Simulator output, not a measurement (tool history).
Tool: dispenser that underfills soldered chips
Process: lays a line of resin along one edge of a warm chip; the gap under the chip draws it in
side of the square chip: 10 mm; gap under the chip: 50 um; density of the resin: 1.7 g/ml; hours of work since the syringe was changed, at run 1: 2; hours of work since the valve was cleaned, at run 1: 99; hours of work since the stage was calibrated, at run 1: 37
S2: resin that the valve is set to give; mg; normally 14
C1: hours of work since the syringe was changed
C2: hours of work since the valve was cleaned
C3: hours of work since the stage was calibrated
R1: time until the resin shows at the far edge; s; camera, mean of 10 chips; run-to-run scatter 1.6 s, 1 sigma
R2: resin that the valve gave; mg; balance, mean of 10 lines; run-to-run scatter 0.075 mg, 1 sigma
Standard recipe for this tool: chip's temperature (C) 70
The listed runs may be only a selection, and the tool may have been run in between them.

{"run": 1, "hour": 0.0, "chip's temperature (C)": 70, "S2": 14, "C1": 2, "C2": 99, "C3": 37, "R1": 187.6, "R2": 12.9}
{"run": 2, "hour": 6.2, "chip's temperature (C)": 59, "S2": 14, "C1": 7, "C2": 104, "C3": 42, "R1": 465.6, "R2": 12.65}
{"hour": 7.9, "done": "new syringe of resin"}
{"run": 3, "hour": 12.0, "chip's temperature (C)": 59, "S2": 14, "C1": 3, "C2": 109, "C3": 46, "R1": 355.2, "R2": 12.72}
{"run": 4, "hour": 16.8, "chip's temperature (C)": 70, "S2": 14, "C1": 7, "C2": 113, "C3": 50, "R1": 265.6, "R2": 12.64}
{"hour": 18.4, "done": "new syringe of resin"}
{"run": 5, "hour": 24.8, "chip's temperature (C)": 70, "S2": 14, "C1": 5, "C2": 119, "C3": 56, "R1": 230.4, "R2": 12.71}
{"hour": 26.3, "done": "dispensing valve cleaned and set on the balance"}
{"hour": 29.8, "done": "new syringe of resin"}
{"run": 6, "hour": 32.0, "chip's temperature (C)": 70, "S2": 14, "C1": 2, "C2": 4, "C3": 61, "R1": 185.4, "R2": 13.92}
{"run": 7, "hour": 36.2, "chip's temperature (C)": 70, "S2": 14, "C1": 5, "C2": 8, "C3": 64, "R1": 234.4, "R2": 13.94}
{"hour": 40.3, "done": "new syringe of resin"}
{"run": 8, "hour": 41.7, "chip's temperature (C)": 70, "S2": 14, "C1": 1, "C2": 12, "C3": 68, "R1": 176, "R2": 13.93}
{"run": 9, "hour": 46.9, "chip's temperature (C)": 70, "S2": 14, "C1": 5, "C2": 16, "C3": 73, "R1": 239.6, "R2": 13.85}
{"hour": 51.0, "done": "new syringe of resin"}
{"run": 10, "hour": 55.3, "chip's temperature (C)": 70, "S2": 14, "C1": 3, "C2": 22, "C3": 79, "R1": 206.9, "R2": 13.66}
{"hour": 61.9, "done": "new syringe of resin"}
{"run": 11, "hour": 62.3, "chip's temperature (C)": 70, "S2": 14, "C1": 0, "C2": 28, "C3": 84, "R1": 162.9, "R2": 13.67}
{"run": 12, "hour": 68.3, "chip's temperature (C)": 70, "S2": 14, "C1": 5, "C2": 33, "C3": 89, "R1": 235.3, "R2": 13.58}
{"hour": 72.5, "done": "new syringe of resin"}
{"run": 13, "hour": 76.4, "chip's temperature (C)": 70, "S2": 14, "C1": 3, "C2": 39, "C3": 95, "R1": 203.5, "R2": 13.51}
{"hour": 83.0, "done": "new syringe of resin"}
{"run": 14, "hour": 84.6, "chip's temperature (C)": 70, "S2": 14, "C1": 1, "C2": 45, "C3": 102, "R1": 185.5, "R2": 13.49}
{"run": 15, "hour": 88.4, "chip's temperature (C)": 66, "S2": 14, "C1": 4, "C2": 48, "C3": 105, "R1": 277.8, "R2": 13.39}
{"run": 16, "hour": 92.4, "chip's temperature (C)": 70, "S2": 14, "C1": 8, "C2": 51, "C3": 108, "R1": 288.2, "R2": 13.5}
{"hour": 93.4, "done": "new syringe of resin"}
{"run": 17, "hour": 97.7, "chip's temperature (C)": 70, "S2": 14, "C1": 3, "C2": 55, "C3": 112, "R1": 209.6, "R2": 13.42}
{"hour": 103.9, "done": "new syringe of resin"}
{"run": 18, "hour": 105.9, "chip's temperature (C)": 71, "S2": 14, "C1": 2, "C2": 61, "C3": 118, "R1": 174.5, "R2": 13.29}
{"run": 19, "hour": 113.1, "chip's temperature (C)": 71, "S2": 14, "C1": 7, "C2": 67, "C3": 124, "R1": 271, "R2": 13.15}
{"hour": 114.7, "done": "new syringe of resin"}
{"run": 20, "hour": 118.3, "chip's temperature (C)": 71, "S2": 14, "C1": 3, "C2": 71, "C3": 128, "R1": 190.7, "R2": 13.14}
{"run": 21, "hour": 123.4, "chip's temperature (C)": 84, "S2": 12.5, "C1": 7, "C2": 75, "C3": 132, "R1": 139.9, "R2": 11.86}
{"hour": 125.0, "done": "new syringe of resin"}
{"run": 22, "hour": 131.5, "chip's temperature (C)": 70, "S2": 12, "C1": 5, "C2": 81, "C3": 138, "R1": 245.4, "R2": 11.2}
{"hour": 135.7, "done": "new syringe of resin"}
{"run": 23, "hour": 137.4, "chip's temperature (C)": 70, "S2": 12, "C1": 1, "C2": 86, "C3": 143, "R1": 191.9, "R2": 11}
{"run": 24, "hour": 142.3, "chip's temperature (C)": 72, "S2": 13.7, "C1": 5, "C2": 90, "C3": 146, "R1": 221.7, "R2": 12.67}
{"hour": 146.1, "done": "new syringe of resin"}
{"run": 25, "hour": 147.3, "chip's temperature (C)": 77, "S2": 16.7, "C1": 1, "C2": 94, "C3": 150, "R1": 123, "R2": 15.49}
{"run": 26, "hour": 151.9, "chip's temperature (C)": 85, "S2": 12.5, "C1": 5, "C2": 97, "C3": 154, "R1": 117.6, "R2": 11.49}
{"hour": 156.5, "done": "new syringe of resin"}
{"run": 27, "hour": 156.5, "chip's temperature (C)": 85, "S2": 12.5, "C1": 0, "C2": 101, "C3": 157, "R1": 83.9, "R2": 11.54}
{"run": 28, "hour": 162.7, "chip's temperature (C)": 85, "S2": 12.5, "C1": 5, "C2": 106, "C3": 162, "R1": 119.5, "R2": 11.41}
{"hour": 167.1, "done": "new syringe of resin"}
{"run": 29, "hour": 170.9, "chip's temperature (C)": 76, "S2": 13.2, "C1": 3, "C2": 112, "C3": 169, "R1": 157.3, "R2": 12.04}
{"run": 30, "hour": 174.3, "chip's temperature (C)": 83, "S2": 13.5, "C1": 6, "C2": 115, "C3": 171, "R1": 135.7, "R2": 12.31}
{"hour": 177.5, "done": "new syringe of resin"}
{"hour": 181.3, "done": "dispensing valve cleaned and set on the balance"}
{"run": 31, "hour": 183.4, "chip's temperature (C)": 83, "S2": 13.5, "C1": 4, "C2": 2, "C3": 177, "R1": 118.2, "R2": 13.39}
{"hour": 188.9, "done": "new syringe of resin"}
{"run": 32, "hour": 190.8, "chip's temperature (C)": 83, "S2": 13.5, "C1": 1, "C2": 7, "C3": 183, "R1": 103, "R2": 13.35}
{"run": 33, "hour": 195.2, "chip's temperature (C)": 60, "S2": 12.4, "C1": 5, "C2": 11, "C3": 187, "R1": 397.3, "R2": 12.35}
{"hour": 199.4, "done": "new syringe of resin"}
{"run": 34, "hour": 201.0, "chip's temperature (C)": 83, "S2": 13.1, "C1": 1, "C2": 15, "C3": 191, "R1": 99.4, "R2": 13.07}

For each entry between runs, how does the tool's hidden state at the last listed run before it compare with that at the first listed run after it?
Runs 2 to 3: new syringe of resin (hour 7.9)
  resin's viscosity, % of fresh resin's: 168.6 -> 125.6; dose that the valve gives, % of what is set: 91.41 -> 91.09; true chip temperature over the reading, C: -0.27 -> -0.3
  measured less the result without the state, R1: +196.4 -> +79.9 s; R2: -1.19 -> -1.25 mg
Runs 4 to 5: new syringe of resin (hour 18.4)
  resin's viscosity, % of fresh resin's: 164.2 -> 142.9; dose that the valve gives, % of what is set: 90.77 -> 90.26; true chip temperature over the reading, C: -0.32 -> -0.36
  measured less the result without the state, R1: +108.3 -> +74.1 s; R2: -1.3 -> -1.36 mg
Runs 5 to 6: dispensing valve cleaned and set on the balance (hour 26.3); new syringe of resin (hour 29.8)
  resin's viscosity, % of fresh resin's: 142.9 -> 115.7; dose that the valve gives, % of what is set: 90.26 -> 99.42; true chip temperature over the reading, C: -0.36 -> -0.39
  measured less the result without the state, R1: +74.1 -> +28.3 s; R2: -1.36 -> -0.08 mg
Runs 7 to 8: new syringe of resin (hour 40.3)
  resin's viscosity, % of fresh resin's: 146.3 -> 108.4; dose that the valve gives, % of what is set: 99.18 -> 98.83; true chip temperature over the reading, C: -0.41 -> -0.44
  measured less the result without the state, R1: +77.5 -> +17.3 s; R2: -0.11 -> -0.16 mg
Runs 9 to 10: new syringe of resin (hour 51)
  resin's viscosity, % of fresh resin's: 145.6 -> 127.9; dose that the valve gives, % of what is set: 98.48 -> 97.97; true chip temperature over the reading, C: -0.47 -> -0.51
  measured less the result without the state, R1: +78.8 -> +49.4 s; R2: -0.22 -> -0.28 mg
Runs 10 to 11: new syringe of resin (hour 61.9)
  resin's viscosity, % of fresh resin's: 127.9 -> 102.3; dose that the valve gives, % of what is set: 97.97 -> 97.56; true chip temperature over the reading, C: -0.51 -> -0.54
  measured less the result without the state, R1: +49.4 -> +8.1 s; R2: -0.28 -> -0.34 mg
Runs 12 to 13: new syringe of resin (hour 72.5)
  resin's viscosity, % of fresh resin's: 143.7 -> 124; dose that the valve gives, % of what is set: 97.16 -> 96.67; true chip temperature over the reading, C: -0.57 -> -0.61
  measured less the result without the state, R1: +76.5 -> +44.6 s; R2: -0.4 -> -0.46 mg
Runs 13 to 14: new syringe of resin (hour 83)
  resin's viscosity, % of fresh resin's: 124 -> 111.8; dose that the valve gives, % of what is set: 96.67 -> 96.17; true chip temperature over the reading, C: -0.61 -> -0.65
  measured less the result without the state, R1: +44.6 -> +25.5 s; R2: -0.46 -> -0.54 mg
Runs 16 to 17: new syringe of resin (hour 93.4)
  resin's viscosity, % of fresh resin's: 173.9 -> 127.8; dose that the valve gives, % of what is set: 95.66 -> 95.34; true chip temperature over the reading, C: -0.69 -> -0.71
  measured less the result without the state, R1: +128.7 -> +51.9 s; R2: -0.62 -> -0.65 mg
Runs 17 to 18: new syringe of resin (hour 103.9)
  resin's viscosity, % of fresh resin's: 127.8 -> 113.7; dose that the valve gives, % of what is set: 95.34 -> 94.85; true chip temperature over the reading, C: -0.71 -> -0.75
  measured less the result without the state, R1: +51.9 -> +27.4 s; R2: -0.65 -> -0.72 mg
Runs 19 to 20: new syringe of resin (hour 114.7)
  resin's viscosity, % of fresh resin's: 171.2 -> 121.1; dose that the valve gives, % of what is set: 94.4 -> 94.05; true chip temperature over the reading, C: -0.79 -> -0.82
  measured less the result without the state, R1: +119.4 -> +40.4 s; R2: -0.79 -> -0.83 mg
Runs 21 to 22: new syringe of resin (hour 125)
  resin's viscosity, % of fresh resin's: 161.3 -> 144.7; dose that the valve gives, % of what is set: 93.75 -> 93.27; true chip temperature over the reading, C: -0.84 -> -0.88
  measured less the result without the state, R1: +57.6 -> +85.6 s; R2: -0.79 -> -0.8 mg
Runs 22 to 23: new syringe of resin (hour 135.7)
  resin's viscosity, % of fresh resin's: 144.7 -> 111; dose that the valve gives, % of what is set: 93.27 -> 92.9; true chip temperature over the reading, C: -0.88 -> -0.91
  measured less the result without the state, R1: +85.6 -> +29.4 s; R2: -0.8 -> -0.85 mg
Runs 24 to 25: new syringe of resin (hour 146.1)
  resin's viscosity, % of fresh resin's: 145.7 -> 107.7; dose that the valve gives, % of what is set: 92.64 -> 92.33; true chip temperature over the reading, C: -0.93 -> -0.96
  measured less the result without the state, R1: +77.8 -> +14.2 s; R2: -1.01 -> -1.28 mg
Runs 26 to 27: new syringe of resin (hour 156.5)
  resin's viscosity, % of fresh resin's: 139.3 -> 99.2; dose that the valve gives, % of what is set: 92.03 -> 91.73; true chip temperature over the reading, C: -0.98 -> -1
  measured less the result without the state, R1: +38.2 -> +4.4 s; R2: -1 -> -1.04 mg
Runs 28 to 29: new syringe of resin (hour 167.1)
  resin's viscosity, % of fresh resin's: 140.8 -> 122.5; dose that the valve gives, % of what is set: 91.32 -> 90.81; true chip temperature over the reading, C: -1.03 -> -1.07
  measured less the result without the state, R1: +39.9 -> +37.3 s; R2: -1.09 -> -1.21 mg
Runs 30 to 31: new syringe of resin (hour 177.5); dispensing valve cleaned and set on the balance (hour 181.3)
  resin's viscosity, % of fresh resin's: 148.3 -> 130.8; dose that the valve gives, % of what is set: 90.59 -> 100.12; true chip temperature over the reading, C: -1.09 -> -1.13
  measured less the result without the state, R1: +50 -> +32.4 s; R2: -1.28 -> +0.02 mg
Runs 31 to 32: new syringe of resin (hour 188.9)
  resin's viscosity, % of fresh resin's: 130.8 -> 111.5; dose that the valve gives, % of what is set: 100.12 -> 99.69; true chip temperature over the reading, C: -1.13 -> -1.16
  measured less the result without the state, R1: +32.4 -> +15.4 s; R2: +0.02 -> -0.04 mg
Runs 33 to 34: new syringe of resin (hour 199.4)
  resin's viscosity, % of fresh resin's: 142.8 -> 109.3; dose that the valve gives, % of what is set: 99.4 -> 99.03; true chip temperature over the reading, C: -1.18 -> -1.21
  measured less the result without the state, R1: +135.6 -> +13.4 s; R2: -0.08 -> -0.12 mg
